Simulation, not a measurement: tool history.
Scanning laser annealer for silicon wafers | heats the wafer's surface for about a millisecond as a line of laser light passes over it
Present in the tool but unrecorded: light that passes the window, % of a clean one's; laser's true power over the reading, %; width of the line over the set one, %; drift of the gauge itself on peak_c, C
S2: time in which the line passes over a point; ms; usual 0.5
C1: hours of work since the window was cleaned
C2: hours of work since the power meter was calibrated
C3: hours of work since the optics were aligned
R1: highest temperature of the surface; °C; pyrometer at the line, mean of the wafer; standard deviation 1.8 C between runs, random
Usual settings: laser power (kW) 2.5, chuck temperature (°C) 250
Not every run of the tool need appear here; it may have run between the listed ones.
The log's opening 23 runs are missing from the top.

run 24 hour=214.4 | laser_power_(kW)=2.5 S2=0.487 chuck_temperature_(°C)=228 | C1=78 C2=148 C3=20 | R1=912
run 25 hour=221.8 | laser_power_(kW)=2.162 S2=0.587 chuck_temperature_(°C)=238 | C1=83 C2=153 C3=25 | R1=852
run 26 hour=229 | laser_power_(kW)=2.332 S2=0.587 chuck_temperature_(°C)=212 | C1=88 C2=158 C3=30 | R1=892
run 27 hour=237.6 | laser_power_(kW)=2.332 S2=0.587 chuck_temperature_(°C)=212 | C1=94 C2=163 C3=36 | R1=889
run 28 hour=242.4 | laser_power_(kW)=2.5 S2=0.5 chuck_temperature_(°C)=240 | C1=97 C2=166 C3=39 | R1=931
run 29 hour=247.4 | laser_power_(kW)=2.5 S2=0.5 chuck_temperature_(°C)=240 | C1=100 C2=170 C3=42 | R1=927
run 30 hour=258.3 | laser_power_(kW)=2.5 S2=0.5 chuck_temperature_(°C)=240 | C1=108 C2=177 C3=50 | R1=928
run 31 hour=265.3 | laser_power_(kW)=2.53 S2=0.472 chuck_temperature_(°C)=250 | C1=112 C2=182 C3=54 | R1=933
run 32 hour=273 | laser_power_(kW)=2.167 S2=0.472 chuck_temperature_(°C)=250 | C1=117 C2=187 C3=59 | R1=804
run 33 hour=280.8 | laser_power_(kW)=2.199 S2=0.452 chuck_temperature_(°C)=250 | C1=123 C2=192 C3=65 | R1=805
run 34 hour=289.7 | laser_power_(kW)=2.5 S2=0.374 chuck_temperature_(°C)=250 | C1=129 C2=198 C3=70 | R1=847
run 35 hour=296.7 | laser_power_(kW)=2.445 S2=0.364 chuck_temperature_(°C)=250 | C1=133 C2=203 C3=75 | R1=819
run 36 hour=305.2 | laser_power_(kW)=2.492 S2=0.5 chuck_temperature_(°C)=273 | C1=139 C2=208 C3=81 | R1=955
run 37 hour=311.6 | laser_power_(kW)=2.5 S2=0.353 chuck_temperature_(°C)=250 | C1=143 C2=213 C3=85 | R1=828
run 38 hour=319.5 | laser_power_(kW)=2.5 S2=0.353 chuck_temperature_(°C)=250 | C1=148 C2=218 C3=90 | R1=827
run 39 hour=325 | laser_power_(kW)=2.743 S2=0.618 chuck_temperature_(°C)=250 | C1=152 C2=221 C3=94 | R1=1109
run 40 hour=332.9 | laser_power_(kW)=2.335 S2=0.5 chuck_temperature_(°C)=250 | C1=157 C2=227 C3=99 | R1=872

What if the next run were any one of these 3? Each begins from the tool's condition after run 40:
run A hour=339.6 | laser_power_(kW)=2.383 S2=0.5 chuck_temperature_(°C)=250 | C1=162 C2=231 C3=104 | R1=?
run B hour=339.6 | laser_power_(kW)=2.414 S2=0.545 chuck_temperature_(°C)=289 | C1=162 C2=231 C3=104 | R1=?
run C hour=339.6 | laser_power_(kW)=2.129 S2=0.594 chuck_temperature_(°C)=250 | C1=162 C2=231 C3=104 | R1=?

run=A R1=887
run=B R1=969
run=C R1=849
Without the tool's unlogged condition, the same runs would have read:
run=A R1=905
run=B R1=988
run=C R1=866

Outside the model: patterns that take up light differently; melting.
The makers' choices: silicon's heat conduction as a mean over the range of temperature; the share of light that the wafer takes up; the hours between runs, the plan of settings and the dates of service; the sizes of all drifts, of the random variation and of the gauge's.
